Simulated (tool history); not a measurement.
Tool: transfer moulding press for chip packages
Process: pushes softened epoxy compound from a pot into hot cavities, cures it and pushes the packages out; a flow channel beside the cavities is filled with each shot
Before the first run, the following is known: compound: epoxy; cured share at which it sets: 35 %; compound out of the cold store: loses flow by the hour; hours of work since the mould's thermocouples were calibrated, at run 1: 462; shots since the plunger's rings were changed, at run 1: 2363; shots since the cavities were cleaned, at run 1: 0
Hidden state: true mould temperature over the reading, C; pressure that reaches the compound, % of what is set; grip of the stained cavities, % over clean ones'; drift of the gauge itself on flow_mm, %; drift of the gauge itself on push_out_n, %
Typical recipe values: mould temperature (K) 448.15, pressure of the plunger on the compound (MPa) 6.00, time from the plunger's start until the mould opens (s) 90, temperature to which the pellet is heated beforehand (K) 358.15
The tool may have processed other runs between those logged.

run     day  mould temperature (K)  pressure of the plunger on the compound (MPa)  time from the plunger's start until the mould opens (s)  temperature to which the pellet is heated beforehand (K)  hours of work since the mould's thermocouples were calibrated  shots since the plunger's rings were changed  shots since the cavities were cleaned  incoming compound's hours out of the cold store  length that the compound runs in the flow channel (mm)  greatest force on the pins that push the packages out (N)
  1   0.000                 448.15                                           6.00                                                       90                                                    358.15                                                            462                                          2363                                      0                                             13.8                                                     805                                                        238
  2   2.604                 444.15                                           6.00                                                       90                                                    358.15                                                            504                                          3182                                    819                                             34.9                                                     744                                                        281
      3.208  -- cavities cleaned with cleaning compound and waxed
  3   5.279                 448.15                                           6.00                                                       90                                                    364.15                                                            546                                          4004                                    651                                             33.0                                                     735                                                        226
      6.425  -- cavities cleaned with cleaning compound and waxed
  4   7.729                 447.15                                           6.00                                                       90                                                    364.15                                                            584                                          4755                                    411                                             29.5                                                     739                                                        243
  5   9.229                 447.15                                           6.00                                                       90                                                    364.15                                                            608                                          5227                                    883                                             42.6                                                     699                                                        248
      9.638  -- cavities cleaned with cleaning compound and waxed
     10.912  -- plunger's sealing rings changed
  6  11.688                 447.15                                           6.00                                                       90                                                    364.15                                                            644                                           243                                    611                                             35.5                                                     731                                                        245
     13.025  -- cavities cleaned with cleaning compound and waxed
  7  14.100                 447.15                                           6.00                                                       90                                                    364.15                                                            682                                           983                                    338                                             45.4                                                     687                                                        237
     15.596  -- mould's thermocouples calibrated
     16.329  -- cavities cleaned with cleaning compound and waxed
  8  16.392                 447.15                                           6.00                                                       90                                                    364.15                                                             12                                          1658                                     20                                             44.0                                                     697                                                        225
  9  17.871                 447.15                                           6.00                                                       90                                                    364.15                                                             35                                          2123                                    485                                              8.6                                                     837                                                        260
     19.496  -- cavities cleaned with cleaning compound and waxed
 10  19.625                 450.15                                           6.00                                                       90                                                    364.15                                                             63                                          2655                                     40                                             32.8                                                     733                                                        213
 11  21.112                 450.15                                           6.00                                                       90                                                    364.15                                                             86                                          3124                                    509                                             14.4                                                     799                                                        227
     22.633  -- cavities cleaned with cleaning compound and waxed
 12  23.517                 450.15                                           6.00                                                       90                                                    364.15                                                            124                                          3860                                    279                                             20.5                                                     766                                                        215
 13  24.846                 448.15                                           6.00                                                       99                                                    358.15                                                            145                                          4278                                    697                                             15.7                                                     802                                                        226
     25.754  -- cavities cleaned with cleaning compound and waxed
 14  26.662                 448.15                                           6.00                                                       90                                                    358.15                                                            173                                          4830                                    285                                             38.7                                                     720                                                        233
     28.904  -- cavities cleaned with cleaning compound and waxed
 15  28.933                 447.15                                           4.60                                                       82                                                    355.15                                                            209                                          5524                                      8                                             44.3                                                     609                                                        283
     29.496  -- plunger's sealing rings changed
 16  30.462                 441.15                                           5.38                                                       80                                                    363.15                                                            231                                           304                                    457                                             10.4                                                     795                                                        518
     32.150  -- cavities cleaned with cleaning compound and waxed
 17  32.833                 455.15                                           4.98                                                      111                                                    351.15                                                            268                                          1030                                    215                                             17.2                                                     711                                                        206

Run 18, settings as shown, results not yet in. Your forecast:
 18  34.217                 449.15                                           4.98                                                      120                                                    351.15                                                            291                                          1466                                    651                                             31.6                                                       ?                                                          ?

length that the compound runs in the flow channel (mm): 672
greatest force on the pins that push the packages out (N): 197
Without the tool's hidden state the same run would have given length that the compound runs in the flow channel (mm) 672, greatest force on the pins that push the packages out (N) 195.
